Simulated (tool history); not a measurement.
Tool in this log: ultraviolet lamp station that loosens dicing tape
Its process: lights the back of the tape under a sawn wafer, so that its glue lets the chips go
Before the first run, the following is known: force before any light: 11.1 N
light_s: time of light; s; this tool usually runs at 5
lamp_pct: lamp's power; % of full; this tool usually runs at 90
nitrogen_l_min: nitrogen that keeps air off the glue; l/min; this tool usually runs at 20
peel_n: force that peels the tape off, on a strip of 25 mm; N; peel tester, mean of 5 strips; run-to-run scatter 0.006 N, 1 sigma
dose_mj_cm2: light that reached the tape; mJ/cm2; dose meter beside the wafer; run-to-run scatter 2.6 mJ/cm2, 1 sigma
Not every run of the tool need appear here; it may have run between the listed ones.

Run 1, day 0: usual settings. Result: peel_n 0.205 N, dose_mj_cm2 297 mJ/cm2.
Run 2, day 0.388: usual settings but nitrogen_l_min 24 l/min. Result: peel_n 0.188 N, dose_mj_cm2 297 mJ/cm2.
Run 3, day 0.758: usual settings but nitrogen_l_min 24 l/min. Result: peel_n 0.179 N, dose_mj_cm2 297 mJ/cm2.
Run 4, day 1.138: usual settings but nitrogen_l_min 24 l/min. Result: peel_n 0.173 N, dose_mj_cm2 302 mJ/cm2.
Run 5, day 1.546: usual settings but nitrogen_l_min 24 l/min. Result: peel_n 0.186 N, dose_mj_cm2 298 mJ/cm2.
Run 6, day 1.996: usual settings but nitrogen_l_min 24 l/min. Result: peel_n 0.19 N, dose_mj_cm2 297 mJ/cm2.
Run 7, day 2.312: usual settings but nitrogen_l_min 24 l/min. Result: peel_n 0.179 N, dose_mj_cm2 292 mJ/cm2.
Run 8, day 2.788: usual settings but nitrogen_l_min 24 l/min. Result: peel_n 0.19 N, dose_mj_cm2 299 mJ/cm2.
Run 9, day 3.038: usual settings. Result: peel_n 0.221 N, dose_mj_cm2 295 mJ/cm2.
Run 10, day 3.35: usual settings. Result: peel_n 0.221 N, dose_mj_cm2 289 mJ/cm2.
Run 11, day 3.612: usual settings. Result: peel_n 0.226 N, dose_mj_cm2 293 mJ/cm2.
Run 12, day 3.875: usual settings but nitrogen_l_min 13 l/min. Result: peel_n 0.355 N, dose_mj_cm2 296 mJ/cm2.
Run 13, day 4.175: usual settings but nitrogen_l_min 13 l/min. Result: peel_n 0.339 N, dose_mj_cm2 292 mJ/cm2.
Run 14, day 4.567: usual settings but nitrogen_l_min 27 l/min. Result: peel_n 0.177 N, dose_mj_cm2 292 mJ/cm2.
Run 15, day 4.996: usual settings but nitrogen_l_min 27 l/min. Result: peel_n 0.178 N, dose_mj_cm2 289 mJ/cm2.
Run 16, day 5.246: usual settings but nitrogen_l_min 27 l/min. Result: peel_n 0.18 N, dose_mj_cm2 288 mJ/cm2.
Run 17, day 5.462: usual settings but nitrogen_l_min 27 l/min. Result: peel_n 0.178 N, dose_mj_cm2 287 mJ/cm2.
Run 18, day 5.833: usual settings but nitrogen_l_min 27 l/min. Result: peel_n 0.186 N, dose_mj_cm2 293 mJ/cm2.
Run 19, day 6.275: usual settings but nitrogen_l_min 30 l/min. Result: peel_n 0.158 N, dose_mj_cm2 288 mJ/cm2.
Run 20, day 6.504: usual settings but nitrogen_l_min 30 l/min. Result: peel_n 0.168 N, dose_mj_cm2 287 mJ/cm2.
Run 21, day 6.875: usual settings but nitrogen_l_min 30 l/min. Result: peel_n 0.175 N, dose_mj_cm2 293 mJ/cm2.
Run 22, day 7.362: usual settings but light_s 4 s, lamp_pct 65 % of full, nitrogen_l_min 7 l/min. Result: peel_n 2.12 N, dose_mj_cm2 165 mJ/cm2.
Run 23, day 7.617: usual settings but light_s 4 s, lamp_pct 78 % of full, nitrogen_l_min 9 l/min. Result: peel_n 1.294 N, dose_mj_cm2 202 mJ/cm2.
Run 24, day 7.896: usual settings but light_s 7 s, lamp_pct 66 % of full. Result: peel_n 0.254 N, dose_mj_cm2 282 mJ/cm2.
Run 25, day 8.175: usual settings but light_s 7 s, nitrogen_l_min 7 l/min. Result: peel_n 0.286 N, dose_mj_cm2 390 mJ/cm2.
Run 26, day 8.612: usual settings but light_s 9 s. Result: peel_n 0.059 N, dose_mj_cm2 497 mJ/cm2.
Run 27, day 9.004: usual settings but light_s 8 s, lamp_pct 73 % of full. Result: peel_n 0.096 N, dose_mj_cm2 399 mJ/cm2.
Run 28, day 9.504: usual settings but light_s 2 s, lamp_pct 71 % of full, nitrogen_l_min 23 l/min. Result: peel_n 2.729 N, dose_mj_cm2 97 mJ/cm2.
Run 29, day 9.829: usual settings but light_s 7 s, lamp_pct 71 % of full, nitrogen_l_min 14 l/min. Result: peel_n 0.219 N, dose_mj_cm2 334 mJ/cm2.
Run 30, day 10.062: usual settings but light_s 2 s, lamp_pct 71 % of full, nitrogen_l_min 30 l/min. Result: peel_n 2.535 N, dose_mj_cm2 96 mJ/cm2.
Run 31, day 10.338: usual settings but light_s 2 s, lamp_pct 71 % of full, nitrogen_l_min 30 l/min. Result: peel_n 2.431 N, dose_mj_cm2 94 mJ/cm2.
Run 32, day 10.842: usual settings but light_s 3 s, lamp_pct 73 % of full, nitrogen_l_min 15 l/min. Result: peel_n 1.686 N, dose_mj_cm2 147 mJ/cm2.
Run 33, day 11.329: usual settings but light_s 3 s, lamp_pct 86 % of full, nitrogen_l_min 8 l/min. Result: peel_n 1.852 N, dose_mj_cm2 170 mJ/cm2.
Run 34, day 11.671: usual settings but light_s 3 s, lamp_pct 86 % of full, nitrogen_l_min 8 l/min. Result: peel_n 1.855 N, dose_mj_cm2 172 mJ/cm2.
Run 35, day 11.917: usual settings but light_s 2 s, lamp_pct 86 % of full, nitrogen_l_min 8 l/min. Result: peel_n 3.387 N, dose_mj_cm2 114 mJ/cm2.
Run 36, day 12.446: usual settings but light_s 2 s, lamp_pct 88 % of full, nitrogen_l_min 7 l/min. Result: peel_n 3.416 N, dose_mj_cm2 119 mJ/cm2.
Run 37, day 12.712: usual settings but light_s 2 s, lamp_pct 88 % of full, nitrogen_l_min 7 l/min. Result: peel_n 3.493 N, dose_mj_cm2 113 mJ/cm2.
Run 38, day 13.242: usual settings but light_s 8 s, lamp_pct 66 % of full, nitrogen_l_min 26 l/min. Result: peel_n 0.112 N, dose_mj_cm2 350 mJ/cm2.
Run 39, day 13.621: usual settings but light_s 9 s, lamp_pct 84 % of full, nitrogen_l_min 26 l/min. Result: peel_n 0.052 N, dose_mj_cm2 499 mJ/cm2.
Run 40, day 13.971: usual settings but light_s 3 s, lamp_pct 67 % of full. Result: peel_n 1.774 N, dose_mj_cm2 134 mJ/cm2.
Run 41, day 14.492: usual settings but light_s 9 s, lamp_pct 66 % of full. Result: peel_n 0.099 N, dose_mj_cm2 388 mJ/cm2.
Run 42, day 14.812: usual settings but light_s 4 s. Result: peel_n 0.457 N, dose_mj_cm2 234 mJ/cm2.

Missing from the log above: 2 entries noted between runs. For each, name the pair of listed runs it sits between and say how the tool's hidden condition differs from the listed run just before to the listed run just after:
Between runs 23 and 24: window cleaned of glue's vapour (day 7.683)
  light that the window lets through, % of a clean one's: 94.2 -> 90.7
  difference, measured minus the result without the unlogged condition, peel_n: +0.314 -> +0.101 N; dose_mj_cm2: -27 -> -51 mJ/cm2
Between runs 26 and 27: window cleaned of glue's vapour, once more (day 8.971)
  lamp's light, % of a new lamp's: 93.4 -> 93.3; light that the window lets through, % of a clean one's: 90.5 -> 99.9
  difference, measured minus the result without the unlogged condition, peel_n: +0.007 -> +0.014 N; dose_mj_cm2: -92 -> -29 mJ/cm2
